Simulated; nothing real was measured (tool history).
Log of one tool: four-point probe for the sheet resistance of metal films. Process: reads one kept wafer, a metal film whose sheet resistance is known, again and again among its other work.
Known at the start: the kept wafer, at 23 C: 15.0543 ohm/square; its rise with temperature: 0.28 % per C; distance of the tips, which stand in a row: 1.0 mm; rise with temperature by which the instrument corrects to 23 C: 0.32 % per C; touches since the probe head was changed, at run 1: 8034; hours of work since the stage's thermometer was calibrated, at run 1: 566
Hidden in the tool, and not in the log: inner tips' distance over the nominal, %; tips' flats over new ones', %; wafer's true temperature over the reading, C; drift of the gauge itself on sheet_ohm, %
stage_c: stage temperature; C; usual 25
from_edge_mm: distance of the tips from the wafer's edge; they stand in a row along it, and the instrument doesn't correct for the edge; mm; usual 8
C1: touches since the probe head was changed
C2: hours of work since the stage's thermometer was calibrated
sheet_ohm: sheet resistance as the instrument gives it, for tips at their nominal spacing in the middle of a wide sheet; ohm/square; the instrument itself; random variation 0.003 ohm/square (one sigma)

{"run": 1, "day": 0.0, "stage_c": 25, "from_edge_mm": 8, "C1": 8034, "C2": 566, "sheet_ohm": 15.133482}
{"run": 2, "day": 2.292, "stage_c": 25, "from_edge_mm": 8, "C1": 9886, "C2": 590, "sheet_ohm": 15.134739}
{"run": 3, "day": 5.862, "stage_c": 19, "from_edge_mm": 8, "C1": 12768, "C2": 626, "sheet_ohm": 15.169669}
{"run": 4, "day": 9.608, "stage_c": 19, "from_edge_mm": 65, "C1": 15795, "C2": 664, "sheet_ohm": 15.035828}
{"run": 5, "day": 12.658, "stage_c": 19, "from_edge_mm": 65, "C1": 18257, "C2": 695, "sheet_ohm": 15.042279}
{"run": 6, "day": 17.842, "stage_c": 19, "from_edge_mm": 65, "C1": 22444, "C2": 747, "sheet_ohm": 15.035557}
{"run": 7, "day": 23.212, "stage_c": 24, "from_edge_mm": 65, "C1": 26782, "C2": 802, "sheet_ohm": 15.005166}
{"run": 8, "day": 28.362, "stage_c": 24, "from_edge_mm": 65, "C1": 30943, "C2": 854, "sheet_ohm": 14.996958}
{"run": 9, "day": 31.054, "stage_c": 22, "from_edge_mm": 8, "C1": 33116, "C2": 881, "sheet_ohm": 15.135198}
{"run": 10, "day": 36.383, "stage_c": 22, "from_edge_mm": 8, "C1": 37420, "C2": 935, "sheet_ohm": 15.129847}
{"day": 36.912, "done": "stage's thermometer calibrated"}
{"run": 11, "day": 39.112, "stage_c": 18, "from_edge_mm": 43, "C1": 39609, "C2": 22, "sheet_ohm": 15.036866}

Run 12 comes next. What will it give?
{"run": 12, "day": 43.804, "stage_c": 31, "from_edge_mm": 4, "C1": 43398, "C2": 70, "sheet_ohm": "?"}

sheet_ohm: 15.432485 ohm/square
Without the tool's hidden state the same run would have given sheet_ohm 15.490792 ohm/square.
